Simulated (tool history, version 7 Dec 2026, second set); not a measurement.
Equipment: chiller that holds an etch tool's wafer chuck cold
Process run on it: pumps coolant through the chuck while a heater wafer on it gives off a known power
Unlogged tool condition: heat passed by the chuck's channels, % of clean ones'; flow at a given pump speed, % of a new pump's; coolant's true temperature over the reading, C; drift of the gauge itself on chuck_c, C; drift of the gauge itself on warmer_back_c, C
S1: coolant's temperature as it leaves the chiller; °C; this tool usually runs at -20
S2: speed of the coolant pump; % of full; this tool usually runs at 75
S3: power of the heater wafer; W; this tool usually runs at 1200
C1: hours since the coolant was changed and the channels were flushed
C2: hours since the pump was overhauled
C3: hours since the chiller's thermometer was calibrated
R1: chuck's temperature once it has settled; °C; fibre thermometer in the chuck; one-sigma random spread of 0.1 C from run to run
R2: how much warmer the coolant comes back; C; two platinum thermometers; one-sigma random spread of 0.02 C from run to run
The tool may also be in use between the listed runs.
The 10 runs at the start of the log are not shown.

run,day,S1,S2,S3,C1,C2,C3,R1,R2
11,13.212,-20,75,1200,5072,1947,677,-10.4,2.83
12,14.812,-20,75,680,5110,1986,715,-14.6,1.68
13,15.579,-20,75,680,5129,2004,734,-14.6,1.64
14,16.525,-20,75,680,5151,2027,756,-14.7,1.68
15,18.029,-20,75,680,5187,2063,792,-14.5,1.68
16,19.179,-20,75,1200,5215,2091,820,-10.5,2.87
17,20.004,-20,75,1290,5235,2110,840,-9.5,3.09
18,21.604,-20,61,1200,5273,2149,878,-8.8,3.47
19,22.604,-20,61,1200,5297,2173,902,-8.8,3.53
20,24.2,-13,85,1657,5336,2211,940,-0.6,3.51
21,25.1,-29,98,646,5357,2233,962,-24.7,1.34
22,26.6,-16,75,1707,5393,2269,998,-2.3,4.05
23,27.675,-20,90,1386,5419,2294,1024,-10.2,2.89
24,29.25,-12,73,1204,5457,2332,1062,-2,3.03
25,30.221,-13,94,1204,5480,2356,1085,-4.6,2.4

Expected results for the next run?
26,31.871,-14,70,1200,5520,2395,1125,?,?

R1: -3.9 °C
R2: 3.11 C
Had the tool carried no hidden state, the very same run would have given R1 -3.9 °C, R2 2.88 C.
